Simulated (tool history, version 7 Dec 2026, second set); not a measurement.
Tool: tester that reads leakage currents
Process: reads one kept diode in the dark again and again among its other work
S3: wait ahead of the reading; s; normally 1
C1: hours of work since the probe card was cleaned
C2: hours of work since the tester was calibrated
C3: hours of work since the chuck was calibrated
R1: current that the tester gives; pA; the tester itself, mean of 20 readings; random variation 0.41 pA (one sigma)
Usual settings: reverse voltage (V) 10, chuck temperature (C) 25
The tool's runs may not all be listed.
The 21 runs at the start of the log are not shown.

At day 84.229: chuck's temperature calibrated.
Run 22, day 88.517: usual settings but reverse voltage (V) 7.3, chuck temperature (C) 34, S3 0.33 s; C1 2320; C2 3653; C3 66. Result: R1 241.66 pA.
Run 23, day 93.733: usual settings but reverse voltage (V) 4.9, chuck temperature (C) 48, S3 7.16 s; C1 2401; C2 3733; C3 147. Result: R1 538.47 pA.
Run 24, day 97.05: usual settings but reverse voltage (V) 4.9, chuck temperature (C) 43, S3 1.56 s; C1 2452; C2 3785; C3 198. Result: R1 377.83 pA.
Run 25, day 101.254: usual settings but reverse voltage (V) 15.1, S3 1.12 s; C1 2517; C2 3850; C3 263. Result: R1 174.7 pA.
Run 26, day 103.842: usual settings but reverse voltage (V) 1.2, chuck temperature (C) 20, S3 9.91 s; C1 2557; C2 3889; C3 303. Result: R1 30.77 pA.
Run 27, day 108.567: usual settings but reverse voltage (V) 11.8, chuck temperature (C) 48, S3 0.77 s; C1 2630; C2 3962; C3 376. Result: R1 855.61 pA.
Run 28, day 112.554: usual settings but reverse voltage (V) 11.8, chuck temperature (C) 48, S3 0.77 s; C1 2691; C2 4024; C3 437. Result: R1 857.95 pA.
Run 29, day 116.646: usual settings but reverse voltage (V) 7.9, chuck temperature (C) 48, S3 6.57 s; C1 2754; C2 4087; C3 500. Result: R1 697.44 pA.
At day 121.267: probe card cleaned and baked.
Run 30, day 122.621: usual settings but reverse voltage (V) 7.9, chuck temperature (C) 48, S3 6.57 s; C1 21; C2 4177; C3 591. Result: R1 693.48 pA.
Run 31, day 128.654: usual settings but reverse voltage (V) 7.9, chuck temperature (C) 48, S3 6.57 s; C1 114; C2 4271; C3 684. Result: R1 700.54 pA.

4 options for the next run, each taken on its own from the tool as it stands now. Forecast them:
Run A, day 134.5: usual settings but reverse voltage (V) 7.9, chuck temperature (C) 26, S3 2.96 s; C1 204; C2 4361; C3 774. Result: R1 ?.
Run B, day 134.5: usual settings but reverse voltage (V) 12.3; C1 204; C2 4361; C3 774. Result: R1 ?.
Run C, day 134.5: usual settings but reverse voltage (V) 7.9, chuck temperature (C) 58, S3 0.51 s; C1 204; C2 4361; C3 774. Result: R1 ?.
Run D, day 134.5: usual settings but reverse voltage (V) 4.3, chuck temperature (C) 27, S3 1.19 s; C1 204; C2 4361; C3 774. Result: R1 ?.

run       R1
  A    134.2
  B   157.88
  C  1394.33
  D   107.72
Had the tool no hidden state, the same runs would have come out as:
run       R1
  A   128.18
  B   150.81
  C  1341.99
  D   102.97

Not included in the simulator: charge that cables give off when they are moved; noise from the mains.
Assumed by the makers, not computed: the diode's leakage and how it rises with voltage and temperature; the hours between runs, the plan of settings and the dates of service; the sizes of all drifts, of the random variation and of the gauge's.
